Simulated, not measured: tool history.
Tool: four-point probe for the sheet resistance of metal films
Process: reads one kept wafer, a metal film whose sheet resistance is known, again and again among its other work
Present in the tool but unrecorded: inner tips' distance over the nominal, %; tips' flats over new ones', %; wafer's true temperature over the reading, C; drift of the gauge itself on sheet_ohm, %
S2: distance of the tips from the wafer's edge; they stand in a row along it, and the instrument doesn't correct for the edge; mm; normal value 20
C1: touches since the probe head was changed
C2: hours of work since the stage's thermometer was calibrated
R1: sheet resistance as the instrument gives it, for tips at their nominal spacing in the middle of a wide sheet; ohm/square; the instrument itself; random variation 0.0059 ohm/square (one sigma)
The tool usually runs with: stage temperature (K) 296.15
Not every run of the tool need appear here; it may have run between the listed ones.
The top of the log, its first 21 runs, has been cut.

Run 22, day 17.817: usual settings but stage temperature (K) 300.15; C1 28626; C2 1369. Result: R1 29.735112 ohm/square.
Run 23, day 18.579: usual settings but stage temperature (K) 302.15, S2 9 mm; C1 29021; C2 1383. Result: R1 29.931221 ohm/square.
Run 24, day 19.529: usual settings but stage temperature (K) 304.15, S2 11 mm; C1 29514; C2 1400. Result: R1 29.940603 ohm/square.
Run 25, day 20.183: usual settings but stage temperature (K) 299.15, S2 11 mm; C1 29855; C2 1411. Result: R1 29.784009 ohm/square.
Run 26, day 21.204: usual settings but stage temperature (K) 302.15, S2 7 mm; C1 30385; C2 1430. Result: R1 30.074149 ohm/square.
At day 21.317: stage's thermometer calibrated.
Run 27, day 21.938: usual settings but stage temperature (K) 300.15, S2 27 mm; C1 30754; C2 11. Result: R1 29.692765 ohm/square.
Run 28, day 22.796: usual settings but stage temperature (K) 292.15, S2 3 mm; C1 31201; C2 26. Result: R1 31.061315 ohm/square.
Run 29, day 23.462: usual settings but stage temperature (K) 292.15, S2 14 mm; C1 31547; C2 38. Result: R1 29.497446 ohm/square.
Run 30, day 24.354: usual settings but stage temperature (K) 307.15; C1 32009; C2 54. Result: R1 29.957557 ohm/square.
Run 31, day 24.946: usual settings but stage temperature (K) 307.15; C1 32317; C2 65. Result: R1 29.945349 ohm/square.
Run 32, day 25.712: usual settings but stage temperature (K) 307.15; C1 32716; C2 78. Result: R1 29.954081 ohm/square.
At day 25.975: stage's thermometer calibrated, once more.
Run 33, day 26.8: usual settings but stage temperature (K) 293.15, S2 68 mm; C1 33270; C2 15. Result: R1 29.496349 ohm/square.
Run 34, day 27.846: usual settings but stage temperature (K) 300.15, S2 70 mm; C1 33812; C2 33. Result: R1 29.715394 ohm/square.
Run 35, day 28.646: usual settings but stage temperature (K) 302.15; C1 34226; C2 48. Result: R1 29.833461 ohm/square.
Run 36, day 29.521: usual settings but S2 5 mm; C1 34681; C2 63. Result: R1 30.210554 ohm/square.
Run 37, day 30.083: usual settings but stage temperature (K) 294.15, S2 19 mm; C1 34974; C2 73. Result: R1 29.574895 ohm/square.
Run 38, day 30.892: usual settings but stage temperature (K) 308.15, S2 4 mm; C1 35393; C2 87. Result: R1 30.956808 ohm/square.
Run 39, day 31.729: usual settings but stage temperature (K) 308.15, S2 29 mm; C1 35828; C2 102. Result: R1 29.990929 ohm/square.
Run 40, day 32.367: usual settings but stage temperature (K) 308.15, S2 23 mm; C1 36159; C2 114. Result: R1 30.00762 ohm/square.
Run 41, day 33.533: usual settings but stage temperature (K) 297.15, S2 13 mm; C1 36765; C2 135. Result: R1 29.719231 ohm/square.
Run 42, day 34.4: usual settings but stage temperature (K) 302.15, S2 28 mm; C1 37216; C2 150. Result: R1 29.80094 ohm/square.
Run 43, day 35.217: usual settings but S2 5 mm; C1 37640; C2 165. Result: R1 30.217162 ohm/square.
Run 44, day 35.771: usual settings but S2 5 mm; C1 37927; C2 174. Result: R1 30.222595 ohm/square.

Consider 5 possible next runs. They are alternatives, not a sequence: every one starts from the tool as it was left by run 44. What does each give?
Run A, day 36.342: usual settings but stage temperature (K) 292.15; C1 38223; C2 185. Result: R1 ?.
Run B, day 36.342: usual settings but stage temperature (K) 293.15, S2 4 mm; C1 38223; C2 185. Result: R1 ?.
Run C, day 36.342: usual settings but stage temperature (K) 292.15, S2 44 mm; C1 38223; C2 185. Result: R1 ?.
Run D, day 36.342: usual settings but S2 16 mm; C1 38223; C2 185. Result: R1 ?.
Run E, day 36.342: usual settings but S2 34 mm; C1 38223; C2 185. Result: R1 ?.

run         R1
  A  29.504227
  B  30.461793
  C   29.46528
  D  29.658412
  E  29.602888
The same runs, with their run-to-run variation unchanged, on a tool lacking any hidden condition would have given:
run         R1
  A  29.452396
  B  30.408416
  C  29.413514
  D  29.606332
  E  29.550899
